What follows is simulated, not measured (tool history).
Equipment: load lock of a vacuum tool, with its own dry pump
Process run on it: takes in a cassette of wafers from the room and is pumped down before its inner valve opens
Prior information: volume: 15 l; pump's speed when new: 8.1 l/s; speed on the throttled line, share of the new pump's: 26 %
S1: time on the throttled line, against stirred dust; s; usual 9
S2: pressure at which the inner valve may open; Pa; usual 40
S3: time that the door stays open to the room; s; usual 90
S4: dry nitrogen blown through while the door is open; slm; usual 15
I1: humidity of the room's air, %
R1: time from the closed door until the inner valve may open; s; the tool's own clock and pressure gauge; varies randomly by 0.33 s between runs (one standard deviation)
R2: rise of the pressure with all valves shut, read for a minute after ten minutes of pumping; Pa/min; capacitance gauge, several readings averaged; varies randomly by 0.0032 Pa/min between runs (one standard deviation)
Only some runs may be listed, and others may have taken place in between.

Run 1, hour 0.0: usual settings; I1 47.3. Result: R1 21.6 s, R2 0.115 Pa/min.
Run 2, hour 229.7: usual settings but S1 10 s; I1 44.9. Result: R1 22.8 s, R2 0.112 Pa/min.
Run 3, hour 326.7: usual settings but S1 10 s, S2 67 Pa; I1 43.4. Result: R1 21.6 s, R2 0.101 Pa/min.
Run 4, hour 521.5: usual settings but S1 10 s, S2 67 Pa; I1 45.4. Result: R1 21.9 s, R2 0.107 Pa/min.
Run 5, hour 702.9: usual settings but S1 10 s, S2 67 Pa; I1 42.8. Result: R1 22.2 s, R2 0.106 Pa/min.
Run 6, hour 858.0: usual settings but S2 75 Pa; I1 45.7. Result: R1 21.1 s, R2 0.106 Pa/min.
Run 7, hour 1028.2: usual settings but S2 75 Pa; I1 43.5. Result: R1 20.3 s, R2 0.110 Pa/min.
Run 8, hour 1161.8: usual settings; I1 44.2. Result: R1 22.1 s, R2 0.109 Pa/min.
Run 9, hour 1369.5: usual settings; I1 44.4. Result: R1 21.7 s, R2 0.113 Pa/min.
Run 10, hour 1573.7: usual settings; I1 45.0. Result: R1 21.6 s, R2 0.112 Pa/min.
Run 11, hour 1744.2: usual settings; I1 46.8. Result: R1 22.1 s, R2 0.114 Pa/min.
Run 12, hour 1847.2: usual settings; I1 42.2. Result: R1 21.5 s, R2 0.106 Pa/min.
Run 13, hour 2038.5: usual settings; I1 43.8. Result: R1 21.8 s, R2 0.106 Pa/min.
Run 14, hour 2172.4: usual settings; I1 47.8. Result: R1 22.1 s, R2 0.123 Pa/min.
Run 15, hour 2406.7: usual settings but S1 14 s, S2 37 Pa, S3 110 s, S4 42 slm; I1 47.0. Result: R1 25.7 s, R2 0.094 Pa/min.
Run 16, hour 2532.9: usual settings but S1 8 s, S3 208 s, S4 14 slm; I1 45.7. Result: R1 21.5 s, R2 0.179 Pa/min.
Run 17, hour 2703.5: usual settings but S2 51 Pa, S3 88 s; I1 45.3. Result: R1 22.2 s, R2 0.113 Pa/min.
Run 18, hour 2851.9: usual settings but S1 10 s, S2 51 Pa, S3 228 s; I1 43.9. Result: R1 22.2 s, R2 0.178 Pa/min.

Below, each run's measurement less what the same run would have read without the hidden state. Both values contain the same run-to-run variation, but the gauge's scatter may not be the same in both:
What the log doesn't record here: pump's speed, % of a new pump's; leak at the door's seal, Pa l/s; drift of the gauge itself on ready_s, %; drift of the gauge itself on rise_pa_min, %.
run    R1      R2
  1  +0.6  +0.009
  2  +0.6  +0.010
  3  +0.7  +0.010
  4  +0.6  +0.011
  5  +0.7  +0.011
  6  +0.7  +0.011
  7  +0.8  +0.012
  8  +0.9  +0.013
  9  +0.9  +0.014
 10  +1.0  +0.015
 11  +1.0  +0.015
 12  +1.0  +0.016
 13  +1.0  +0.016
 14  +1.1  +0.017
 15  +1.0  +0.018
 16  +1.2  +0.019
 17  +1.1  +0.020
 18  +1.1  +0.019
